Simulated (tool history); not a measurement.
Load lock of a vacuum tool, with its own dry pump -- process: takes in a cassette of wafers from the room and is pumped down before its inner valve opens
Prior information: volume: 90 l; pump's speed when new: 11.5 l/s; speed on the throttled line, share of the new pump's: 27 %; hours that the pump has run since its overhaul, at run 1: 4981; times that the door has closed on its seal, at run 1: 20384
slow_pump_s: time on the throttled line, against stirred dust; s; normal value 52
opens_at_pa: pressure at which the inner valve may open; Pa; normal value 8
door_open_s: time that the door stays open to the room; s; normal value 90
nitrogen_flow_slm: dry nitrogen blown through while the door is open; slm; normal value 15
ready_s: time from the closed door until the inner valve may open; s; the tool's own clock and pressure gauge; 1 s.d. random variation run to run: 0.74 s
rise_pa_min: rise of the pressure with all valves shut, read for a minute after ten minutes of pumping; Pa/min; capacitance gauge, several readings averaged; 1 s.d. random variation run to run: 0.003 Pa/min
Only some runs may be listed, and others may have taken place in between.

run,hour,slow_pump_s,opens_at_pa,door_open_s,nitrogen_flow_slm,hours that the pump has run since its overhaul,times that the door has closed on its seal,"incoming humidity of the room's air, %",ready_s,rise_pa_min
1,0.0,52,8,90,15,4981,20384,44.2,114.1,0.075
2,287.4,52,11,90,15,5269,20919,42.6,113.5,0.080
3,651.9,52,11,90,15,5633,21599,46.2,113.1,0.084
4,905.9,52,7,90,15,5887,22072,46.2,115.7,0.079
5,1268.3,52,14,90,15,6250,22748,50.5,109.9,0.081
6,1541.4,52,14,162,15,6523,23257,46.5,111.0,0.090
7,1884.6,52,14,162,15,6866,23897,45.1,110.8,0.094
8,2409.9,28,8,76,29,7391,24876,45.4,99.0,0.075

Expected results for the next run?
9,2834.9,39,8,90,6,7816,25668,47.3,?,?

Run 9 gave ready_s 108.8 s, rise_pa_min 0.093 Pa/min.
On a tool with no hidden condition, and with the same random variation, this run would have come out at ready_s 104.3 s, rise_pa_min 0.037 Pa/min.

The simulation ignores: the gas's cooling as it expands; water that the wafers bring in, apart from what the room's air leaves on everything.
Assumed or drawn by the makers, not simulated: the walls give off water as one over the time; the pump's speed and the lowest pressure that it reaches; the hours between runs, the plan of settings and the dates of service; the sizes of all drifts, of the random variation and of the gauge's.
